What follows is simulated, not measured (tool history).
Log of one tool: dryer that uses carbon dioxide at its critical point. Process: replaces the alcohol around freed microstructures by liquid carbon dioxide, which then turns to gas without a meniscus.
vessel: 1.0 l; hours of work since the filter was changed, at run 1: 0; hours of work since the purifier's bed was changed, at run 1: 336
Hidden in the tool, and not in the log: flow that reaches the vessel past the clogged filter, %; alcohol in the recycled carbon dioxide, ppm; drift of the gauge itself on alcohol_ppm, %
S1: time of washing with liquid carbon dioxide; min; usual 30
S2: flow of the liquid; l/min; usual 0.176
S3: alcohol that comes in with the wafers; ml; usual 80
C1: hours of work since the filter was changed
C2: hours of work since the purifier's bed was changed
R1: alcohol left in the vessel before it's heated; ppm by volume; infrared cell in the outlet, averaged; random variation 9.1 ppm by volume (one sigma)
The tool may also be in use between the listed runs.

run	hour	S1	S2	S3	C1	C2	R1
1	0.0	30	0.176	80	0	336	562
2	20.7	30	0.176	80	13	349	570
3	39.9	24	0.176	80	25	361	1579
4	66.3	24	0.176	80	42	377	1627
5	77.6	24	0.176	80	49	385	1655
6	100.9	24	0.176	80	64	399	1692
7	120.3	24	0.176	80	76	412	1797
8	140.2	24	0.176	80	89	424	1859
9	155.8	24	0.176	112	98	434	2603
10	182.2	24	0.176	112	115	451	2657
11	199.7	30	0.176	24	126	462	275
12	225.1	30	0.176	24	142	478	280
13	238.4	30	0.176	80	151	486	871
14	265.5	30	0.176	49	168	503	596
15	288.6	30	0.176	49	182	518	641
16	309.1	39	0.204	32	195	531	88
17	325.1	24	0.204	74	205	541	1298
# hour 342.4: inlet filter changed
18	348.5	24	0.204	74	4	555	712
19	369.0	26	0.204	74	17	568	515
20	386.8	30	0.178	80	28	579	589
21	400.2	46	0.176	80	36	588	101
22	420.3	30	0.169	34	49	600	367
23	445.6	30	0.241	75	65	616	151
24	462.9	30	0.241	75	76	627	151
25	483.0	30	0.241	75	89	640	148
26	503.0	30	0.241	75	101	653	157

The next listed run, before its measurement:
27	520.1	30	0.234	64	112	663	?

{"run 27": {"R1": 172}}
Without the tool's hidden state the same run would have given R1 71 ppm by volume.
